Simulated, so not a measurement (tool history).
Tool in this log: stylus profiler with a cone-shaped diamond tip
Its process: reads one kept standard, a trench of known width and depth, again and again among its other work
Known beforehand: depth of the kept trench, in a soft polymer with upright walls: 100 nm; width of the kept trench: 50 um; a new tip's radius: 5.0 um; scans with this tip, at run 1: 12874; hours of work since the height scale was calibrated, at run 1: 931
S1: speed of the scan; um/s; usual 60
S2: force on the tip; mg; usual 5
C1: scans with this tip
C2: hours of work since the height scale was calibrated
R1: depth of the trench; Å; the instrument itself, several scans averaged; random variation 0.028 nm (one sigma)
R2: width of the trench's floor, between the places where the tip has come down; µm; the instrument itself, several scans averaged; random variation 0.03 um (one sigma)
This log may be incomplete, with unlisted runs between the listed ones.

{"run": 1, "hour": 0.0, "S1": 60, "S2": 5, "C1": 12874, "C2": 931, "R1": 1024.8, "R2": 46.98}
{"run": 2, "hour": 28.4, "S1": 60, "S2": 5, "C1": 13112, "C2": 949, "R1": 1025.2, "R2": 47.03}
{"run": 3, "hour": 45.0, "S1": 60, "S2": 2.97, "C1": 13251, "C2": 959, "R1": 1017.4, "R2": 46.92}
{"run": 4, "hour": 61.0, "S1": 60, "S2": 2.97, "C1": 13386, "C2": 968, "R1": 1017.1, "R2": 46.94}
{"run": 5, "hour": 97.2, "S1": 60, "S2": 2.97, "C1": 13690, "C2": 990, "R1": 1017, "R2": 46.93}
{"run": 6, "hour": 123.4, "S1": 60, "S2": 5, "C1": 13910, "C2": 1006, "R1": 1024.7, "R2": 47.02}
{"run": 7, "hour": 158.7, "S1": 60, "S2": 5, "C1": 14207, "C2": 1028, "R1": 1025.2, "R2": 46.96}
{"run": 8, "hour": 181.2, "S1": 60, "S2": 5, "C1": 14396, "C2": 1041, "R1": 1025, "R2": 46.95}
{"run": 9, "hour": 216.4, "S1": 60, "S2": 5, "C1": 14692, "C2": 1063, "R1": 1024.8, "R2": 46.9}
{"run": 10, "hour": 236.9, "S1": 60, "S2": 5, "C1": 14863, "C2": 1075, "R1": 1024.6, "R2": 46.98}
{"run": 11, "hour": 272.0, "S1": 60, "S2": 5, "C1": 15158, "C2": 1097, "R1": 1024.7, "R2": 46.93}
{"run": 12, "hour": 290.7, "S1": 60, "S2": 5, "C1": 15315, "C2": 1108, "R1": 1024.8, "R2": 46.93}
{"run": 13, "hour": 319.4, "S1": 60, "S2": 5, "C1": 15556, "C2": 1125, "R1": 1025.1, "R2": 46.94}
{"run": 14, "hour": 356.4, "S1": 60, "S2": 2.29, "C1": 15867, "C2": 1148, "R1": 1013.8, "R2": 46.76}
{"run": 15, "hour": 392.5, "S1": 83, "S2": 1.81, "C1": 16170, "C2": 1170, "R1": 1011.2, "R2": 46.52}
{"run": 16, "hour": 417.0, "S1": 224, "S2": 12.63, "C1": 16376, "C2": 1185, "R1": 1048.6, "R2": 46.51}

Run 17 comes next. What will it give?
{"run": 17, "hour": 453.3, "S1": 79, "S2": 1.86, "C1": 16681, "C2": 1207, "R1": "?", "R2": "?"}

R1: 1011.3 Å
R2: 46.53 µm
With the hidden condition absent and the run-to-run variation left alone, this run would have shown R1 1014 Å, R2 47.41 µm.
